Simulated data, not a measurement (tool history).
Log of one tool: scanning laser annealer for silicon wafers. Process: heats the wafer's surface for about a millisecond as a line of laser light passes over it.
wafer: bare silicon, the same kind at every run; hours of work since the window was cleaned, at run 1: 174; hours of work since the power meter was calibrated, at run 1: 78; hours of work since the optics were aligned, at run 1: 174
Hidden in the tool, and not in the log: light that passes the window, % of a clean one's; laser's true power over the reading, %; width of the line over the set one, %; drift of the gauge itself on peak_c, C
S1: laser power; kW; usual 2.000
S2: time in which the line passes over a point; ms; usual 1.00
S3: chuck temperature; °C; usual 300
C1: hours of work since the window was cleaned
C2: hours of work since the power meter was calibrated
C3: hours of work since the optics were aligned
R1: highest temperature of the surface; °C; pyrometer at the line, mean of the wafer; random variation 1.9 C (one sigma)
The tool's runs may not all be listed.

| run | day | S1 | S2 | S3 | C1 | C2 | C3 | R1 |
|---|---|---|---|---|---|---|---|---|
| 1 | 0.000 | 2.000 | 1.00 | 300 | 174 | 78 | 174 | 1099 |
| 2 | 2.650 | 2.000 | 1.00 | 300 | 223 | 127 | 223 | 1097 |
| 3 | 6.529 | 1.843 | 1.00 | 300 | 295 | 199 | 295 | 1010 |
| 4 | 8.758 | 1.843 | 1.00 | 300 | 336 | 240 | 336 | 1003 |
| 5 | 11.983 | 1.825 | 1.00 | 300 | 396 | 300 | 396 | 992 |
| 6 | 15.071 | 1.825 | 0.75 | 300 | 453 | 357 | 453 | 897 |
| 7 | 17.896 | 1.825 | 0.75 | 300 | 505 | 409 | 505 | 892 |
| 8 | 20.179 | 1.825 | 0.75 | 323 | 547 | 451 | 547 | 916 |
| 9 | 23.796 | 1.778 | 1.09 | 323 | 614 | 518 | 614 | 1003 |
| 10 | 25.571 | 2.193 | 1.00 | 313 | 647 | 551 | 647 | 1172 |
|  | 26.188 | window over the wafer cleaned |
| 11 | 28.171 | 2.085 | 1.00 | 313 | 37 | 597 | 693 | 1171 |

Forecast each of these 3 alternatives for the next run:
| A | 29.904 | 2.000 | 1.00 | 330 | 69 | 630 | 725 | ? |
| B | 29.904 | 2.111 | 0.86 | 292 | 69 | 630 | 725 | ? |
| C | 29.904 | 2.000 | 0.78 | 326 | 69 | 630 | 725 | ? |

| run | R1 |
|---|---|
| A | 1138 |
| B | 1097 |
| C | 1047 |
Without the tool's hidden state the same runs would have given:
| run | R1 |
|---|---|
| A | 1153 |
| B | 1112 |
| C | 1061 |

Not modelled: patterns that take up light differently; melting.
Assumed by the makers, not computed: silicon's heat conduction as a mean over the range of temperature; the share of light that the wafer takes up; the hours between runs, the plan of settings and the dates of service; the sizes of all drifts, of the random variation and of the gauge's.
